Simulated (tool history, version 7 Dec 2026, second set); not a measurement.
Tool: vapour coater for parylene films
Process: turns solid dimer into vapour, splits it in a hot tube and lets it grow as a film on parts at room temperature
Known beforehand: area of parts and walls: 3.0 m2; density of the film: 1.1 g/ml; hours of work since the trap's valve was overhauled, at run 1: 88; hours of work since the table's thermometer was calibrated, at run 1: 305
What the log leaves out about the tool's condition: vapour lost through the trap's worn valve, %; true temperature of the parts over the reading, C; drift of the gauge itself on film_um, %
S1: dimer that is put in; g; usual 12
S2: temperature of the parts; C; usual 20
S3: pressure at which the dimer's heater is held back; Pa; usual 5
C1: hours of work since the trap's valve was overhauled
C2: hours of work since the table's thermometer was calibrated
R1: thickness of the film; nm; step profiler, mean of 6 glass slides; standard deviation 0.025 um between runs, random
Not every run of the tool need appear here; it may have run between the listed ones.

run	hour	S1	S2	S3	C1	C2	R1
1	0	12	20	5	88	305	1750
2	24.5	12	20	5	105	322	1800
3	50.9	12	17	5	124	341	1980
4	87.8	12	17	5	150	367	2010
5	114.8	12	20	5	169	386	1750
6	138.8	12	20	5	187	404	1740
7	167.9	12	23	5	207	424	1500
8	201	12	23	5	231	448	1520
9	241.2	12	23	5	259	476	1490
10	263.2	12	23	5	275	492	1500
11	297.4	12	23	5	299	516	1510
12	326	8	20	5	320	537	1150
13	348.8	8	14	5	336	553	1520
14	391.9	8	14	5	367	584	1500
15	420.2	8	14	5	387	604	1460
16	455.7	8	14	5	412	629	1470
17	484.6	8	14	5	433	650	1430
18	519.1	8	14	5	457	674	1440
19	569.2	12	20	5	493	710	1660
20	615.9	12	20	5	526	743	1690
21	637.6	6	20	5	542	759	790
22	663.9	17	20	3.09	560	777	2410
23	693.9	7	31	8.08	582	799	550
24	727	5	31	5.85	605	822	430
25	749.8	12	25	5	621	838	1340
# hour 778.8: trap's valve overhauled
# hour 779.8: table's thermometer calibrated
26	796.4	18	26	2.29	12	12	2220
27	823.4	18	26	2.29	31	31	2250
28	866	11	29	5.66	61	61	1040
29	911.2	14	13	10.68	93	93	2560
30	934.7	13	20	5.98	110	110	1910
31	983.3	13	29	2.59	145	145	1370
32	1032.9	12	27	11.49	180	180	1150
33	1082.4	17	14	6.47	215	215	3160
34	1125.3	17	14	6.47	246	246	3080
35	1147.1	20	20	8.09	261	261	2730
36	1191	13	20	5	293	293	1830
37	1218.5	13	20	5	312	312	1860
38	1256.1	20	16	4.7	339	339	3480
39	1288.7	12	20	4.76	362	362	1720
40	1332	6	16	7.7	393	393	960
41	1361.2	6	16	7.7	414	414	950

What if the next run were any one of these 4? Each begins from the tool's condition after run 41:
A	1404.2	20	23	9.78	444	444	?
B	1404.2	18	27	4.44	444	444	?
C	1404.2	16	13	5.52	444	444	?
D	1404.2	6	15	4.6	444	444	?

run	R1
A	2320
B	1900
C	3060
D	1030
Had the tool no hidden state, the same runs would have come out as:
run	R1
A	2490
B	2050
C	3290
D	1110
